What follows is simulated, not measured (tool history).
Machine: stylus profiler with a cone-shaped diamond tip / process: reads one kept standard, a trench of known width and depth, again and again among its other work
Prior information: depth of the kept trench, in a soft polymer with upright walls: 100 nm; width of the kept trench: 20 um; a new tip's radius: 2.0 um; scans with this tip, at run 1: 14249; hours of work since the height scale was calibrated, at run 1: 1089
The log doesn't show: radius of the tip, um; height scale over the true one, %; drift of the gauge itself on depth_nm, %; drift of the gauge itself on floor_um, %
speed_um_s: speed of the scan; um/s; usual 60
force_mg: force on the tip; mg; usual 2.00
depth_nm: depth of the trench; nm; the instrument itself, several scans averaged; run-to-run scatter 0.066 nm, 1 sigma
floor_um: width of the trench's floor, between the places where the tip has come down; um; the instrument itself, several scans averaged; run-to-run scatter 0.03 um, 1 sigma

run,day,speed_um_s,force_mg,scans with this tip,hours of work since the height scale was calibrated,depth_nm,floor_um
1,0.000,60,2.00,14249,1089,100.49,18.38
2,0.967,60,2.45,14385,1099,100.55,18.44
3,1.992,35,2.00,14528,1110,100.60,18.50
4,3.046,60,2.45,14676,1121,100.66,18.44
5,4.108,60,2.45,14825,1133,100.62,18.49
6,4.692,60,2.45,14907,1139,100.66,18.38
7,5.458,60,2.45,15015,1147,100.55,18.37
8,6.083,60,2.75,15103,1154,100.63,18.42
9,6.983,60,2.75,15228,1164,100.57,18.42
10,7.588,60,2.75,15313,1170,100.66,18.37
11,8.658,60,2.75,15463,1182,100.62,18.46
12,9.262,19,3.75,15548,1188,100.78,18.67
13,9.767,19,3.19,15619,1193,100.76,18.65
14,10.525,72,1.23,15725,1201,100.27,18.22
15,11.608,184,0.76,15877,1213,100.27,17.03
16,12.125,120,0.69,15950,1219,100.42,17.66
17,12.788,27,1.53,16043,1226,100.54,18.55
18,13.579,60,2.13,16154,1234,100.54,18.40

Alternative continuations, all from the tool just after run 18; predict every row:
A,14.508,17,3.71,16284,1244,?,?
B,14.508,62,1.02,16284,1244,?,?
C,14.508,60,3.66,16284,1244,?,?

run,depth_nm,floor_um
A,100.77,18.66
B,100.45,18.22
C,100.88,18.50
Without the tool's hidden state the same runs would have given:
run,depth_nm,floor_um
A,100.76,18.68
B,100.43,18.24
C,100.86,18.52

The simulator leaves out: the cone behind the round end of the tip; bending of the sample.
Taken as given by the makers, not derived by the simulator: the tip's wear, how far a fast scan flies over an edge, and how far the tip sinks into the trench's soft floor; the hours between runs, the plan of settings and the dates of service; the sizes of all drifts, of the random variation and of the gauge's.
